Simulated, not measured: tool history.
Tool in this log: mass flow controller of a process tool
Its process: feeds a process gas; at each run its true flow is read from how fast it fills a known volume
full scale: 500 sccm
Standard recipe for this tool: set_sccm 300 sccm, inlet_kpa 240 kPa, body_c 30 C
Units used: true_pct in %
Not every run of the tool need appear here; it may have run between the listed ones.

| run | hour | set_sccm | inlet_kpa | body_c | true_pct |
|---|---|---|---|---|---|
| 1 | 0.0 | 300 | 240 | 30 | 96.85 |
| 2 | 79.2 | 300 | 240 | 30 | 96.88 |
| 3 | 229.3 | 300 | 240 | 30 | 96.82 |
| 4 | 358.7 | 300 | 240 | 30 | 96.88 |
| 5 | 433.7 | 300 | 240 | 30 | 96.83 |
| 6 | 565.5 | 300 | 240 | 30 | 96.77 |
| 7 | 697.3 | 300 | 240 | 30 | 96.73 |
| 8 | 843.5 | 300 | 240 | 30 | 96.67 |
| 9 | 939.2 | 184 | 240 | 36 | 94.64 |

Estimate the outcome of run 10 from the log above:
| 10 | 1052.0 | 474 | 244 | 39 | ? |

true_pct: 96.86 %
Minus the tool's unlogged condition, the same run would have read true_pct 98.46 %.
